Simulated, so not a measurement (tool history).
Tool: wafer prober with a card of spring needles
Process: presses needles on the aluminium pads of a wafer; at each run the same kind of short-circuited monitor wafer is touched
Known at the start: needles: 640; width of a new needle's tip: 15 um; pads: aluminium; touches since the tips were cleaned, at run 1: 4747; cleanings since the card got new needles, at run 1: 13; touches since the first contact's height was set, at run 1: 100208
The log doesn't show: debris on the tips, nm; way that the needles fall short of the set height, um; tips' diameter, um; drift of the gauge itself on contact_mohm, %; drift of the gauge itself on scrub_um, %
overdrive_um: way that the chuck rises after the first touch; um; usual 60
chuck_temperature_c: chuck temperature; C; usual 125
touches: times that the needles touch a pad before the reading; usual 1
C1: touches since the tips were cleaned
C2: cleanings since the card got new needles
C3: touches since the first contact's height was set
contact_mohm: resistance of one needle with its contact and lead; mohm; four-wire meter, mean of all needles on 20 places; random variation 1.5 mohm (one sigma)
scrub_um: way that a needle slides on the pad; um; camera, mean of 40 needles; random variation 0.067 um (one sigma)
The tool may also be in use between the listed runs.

Run 1, hour 0.0: usual settings; C1 4747; C2 13; C3 100208. Result: contact_mohm 146 mohm, scrub_um 12.67 um.
At hour 6.2: tips cleaned on abrasive film.
Run 2, hour 12.5: usual settings; C1 1703; C2 14; C3 103556. Result: contact_mohm 146 mohm, scrub_um 12.71 um.
Run 3, hour 24.0: usual settings; C1 4787; C2 14; C3 106640. Result: contact_mohm 145 mohm, scrub_um 12.78 um.
At hour 30.7: tips cleaned on abrasive film.
Run 4, hour 35.2: usual settings; C1 1236; C2 15; C3 109639. Result: contact_mohm 146 mohm, scrub_um 12.82 um.
At hour 55.6: tips cleaned on abrasive film.
Run 5, hour 58.4: usual settings; C1 753; C2 16; C3 115843. Result: contact_mohm 147 mohm, scrub_um 12.70 um.
At hour 79.2: tips cleaned on abrasive film.
Run 6, hour 82.0: usual settings but chuck_temperature_c 47 C; C1 742; C2 17; C3 122159. Result: contact_mohm 135 mohm, scrub_um 12.85 um.
Run 7, hour 100.1: usual settings; C1 5612; C2 17; C3 127029. Result: contact_mohm 143 mohm, scrub_um 12.70 um.
At hour 104.4: tips cleaned on abrasive film.
Run 8, hour 110.7: usual settings; C1 1701; C2 18; C3 129867. Result: contact_mohm 145 mohm, scrub_um 12.81 um.
Run 9, hour 125.4: usual settings; C1 5662; C2 18; C3 133828. Result: contact_mohm 145 mohm, scrub_um 12.83 um.
At hour 128.9: tips cleaned on abrasive film.
Run 10, hour 140.8: usual settings; C1 3202; C2 19; C3 137943. Result: contact_mohm 143 mohm, scrub_um 12.87 um.
At hour 153.4: tips cleaned on abrasive film.
Run 11, hour 156.4: usual settings; C1 809; C2 20; C3 142095. Result: contact_mohm 146 mohm, scrub_um 12.85 um.
At hour 177.7: tips cleaned on abrasive film.
Run 12, hour 179.0: usual settings; C1 354; C2 21; C3 148162. Result: contact_mohm 144 mohm, scrub_um 12.82 um.
At hour 187.3: height of the first contact set anew.
Run 13, hour 194.6: usual settings; C1 4458; C2 21; C3 1941. Result: contact_mohm 143 mohm, scrub_um 12.84 um.
At hour 202.4: tips cleaned on abrasive film.
Run 14, hour 217.0: usual settings; C1 3918; C2 22; C3 7949. Result: contact_mohm 145 mohm, scrub_um 12.81 um.
At hour 226.8: tips cleaned on abrasive film.
Run 15, hour 227.7: usual settings; C1 241; C2 23; C3 10793. Result: contact_mohm 147 mohm, scrub_um 12.96 um.
Run 16, hour 245.2: usual settings; C1 4970; C2 23; C3 15522. Result: contact_mohm 143 mohm, scrub_um 12.91 um.
At hour 250.6: tips cleaned on abrasive film.
Run 17, hour 266.1: usual settings; C1 4162; C2 24; C3 21108. Result: contact_mohm 146 mohm, scrub_um 12.83 um.
At hour 274.9: tips cleaned on abrasive film.
Run 18, hour 276.6: usual settings; C1 479; C2 25; C3 23924. Result: contact_mohm 143 mohm, scrub_um 12.97 um.
Run 19, hour 288.7: usual settings; C1 3714; C2 25; C3 27159. Result: contact_mohm 144 mohm, scrub_um 12.93 um.
At hour 299.9: tips cleaned on abrasive film.
Run 20, hour 313.2: usual settings; C1 3561; C2 26; C3 33721. Result: contact_mohm 146 mohm, scrub_um 12.86 um.
At hour 324.3: tips cleaned on abrasive film.
Run 21, hour 328.5: usual settings but overdrive_um 45 um, chuck_temperature_c 46 C, touches 3; C1 1124; C2 27; C3 37816. Result: contact_mohm 134 mohm, scrub_um 9.74 um.
Run 22, hour 346.8: usual settings but chuck_temperature_c 79 C; C1 6048; C2 27; C3 42740. Result: contact_mohm 136 mohm, scrub_um 12.99 um.
At hour 348.3: tips cleaned on abrasive film.
Run 23, hour 361.5: usual settings but overdrive_um 54 um, chuck_temperature_c 123 C, touches 2; C1 3534; C2 28; C3 46667. Result: contact_mohm 144 mohm, scrub_um 11.63 um.
At hour 373.3: tips cleaned on abrasive film.
Run 24, hour 385.5: usual settings but overdrive_um 54 um, chuck_temperature_c 123 C, touches 2; C1 3292; C2 29; C3 53118. Result: contact_mohm 146 mohm, scrub_um 11.84 um.
At hour 397.3: tips cleaned on abrasive film.
Run 25, hour 410.4: usual settings but overdrive_um 51 um, chuck_temperature_c 37 C, touches 2; C1 3515; C2 30; C3 59778. Result: contact_mohm 133 mohm, scrub_um 11.05 um.
At hour 422.7: tips cleaned on abrasive film.
Run 26, hour 435.6: usual settings but overdrive_um 51 um, chuck_temperature_c 37 C; C1 3465; C2 31; C3 66537. Result: contact_mohm 133 mohm, scrub_um 11.07 um.
At hour 447.3: tips cleaned on abrasive film.
Run 27, hour 454.9: usual settings but overdrive_um 51 um, chuck_temperature_c 37 C; C1 2056; C2 32; C3 71711. Result: contact_mohm 136 mohm, scrub_um 10.91 um.
Run 28, hour 467.1: usual settings but overdrive_um 51 um, chuck_temperature_c 83 C, touches 2; C1 5335; C2 32; C3 74990. Result: contact_mohm 137 mohm, scrub_um 11.08 um.
At hour 471.1: tips cleaned on abrasive film.
Run 29, hour 481.7: usual settings but overdrive_um 70 um, chuck_temperature_c 64 C; C1 2845; C2 33; C3 78889. Result: contact_mohm 135 mohm, scrub_um 15.20 um.
Run 30, hour 492.1: usual settings but overdrive_um 70 um, chuck_temperature_c 64 C; C1 5642; C2 33; C3 81686. Result: contact_mohm 135 mohm, scrub_um 15.21 um.
At hour 495.8: tips cleaned on abrasive film.
Run 31, hour 512.9: usual settings but overdrive_um 42 um, chuck_temperature_c 98 C; C1 4600; C2 34; C3 87260. Result: contact_mohm 144 mohm, scrub_um 9.04 um.
At hour 520.0: tips cleaned on abrasive film.
Run 32, hour 524.7: usual settings but overdrive_um 42 um, chuck_temperature_c 98 C, touches 2; C1 1247; C2 35; C3 90391. Result: contact_mohm 144 mohm, scrub_um 9.05 um.
Run 33, hour 542.2: usual settings but overdrive_um 59 um, chuck_temperature_c 116 C, touches 2; C1 5976; C2 35; C3 95120. Result: contact_mohm 143 mohm, scrub_um 12.80 um.
At hour 543.9: tips cleaned on abrasive film.
Run 34, hour 555.4: usual settings but chuck_temperature_c 119 C, touches 2; C1 3087; C2 36; C3 98639. Result: contact_mohm 143 mohm, scrub_um 13.17 um.

Some steps in scrub_um between neighbouring runs. How much of each would the tool show without its hidden state too (settings, what came in, random variation), and how much is left for the hidden state, with any gauge scatter that isn't in both results?
Run 28 -> 29: overdrive_um 51 -> 70, chuck_temperature_c 83 -> 64, touches 2 -> 1, tips cleaned on abrasive film. scrub_um +4.12 um: hidden state +0.10, all else +4.02.
Run 30 -> 31: overdrive_um 70 -> 42, chuck_temperature_c 64 -> 98, tips cleaned on abrasive film. scrub_um -6.17 um: hidden state -0.13, all else -6.04.
Run 32 -> 33: overdrive_um 42 -> 59, chuck_temperature_c 98 -> 116. scrub_um +3.75 um: hidden state +0.10, all else +3.65.

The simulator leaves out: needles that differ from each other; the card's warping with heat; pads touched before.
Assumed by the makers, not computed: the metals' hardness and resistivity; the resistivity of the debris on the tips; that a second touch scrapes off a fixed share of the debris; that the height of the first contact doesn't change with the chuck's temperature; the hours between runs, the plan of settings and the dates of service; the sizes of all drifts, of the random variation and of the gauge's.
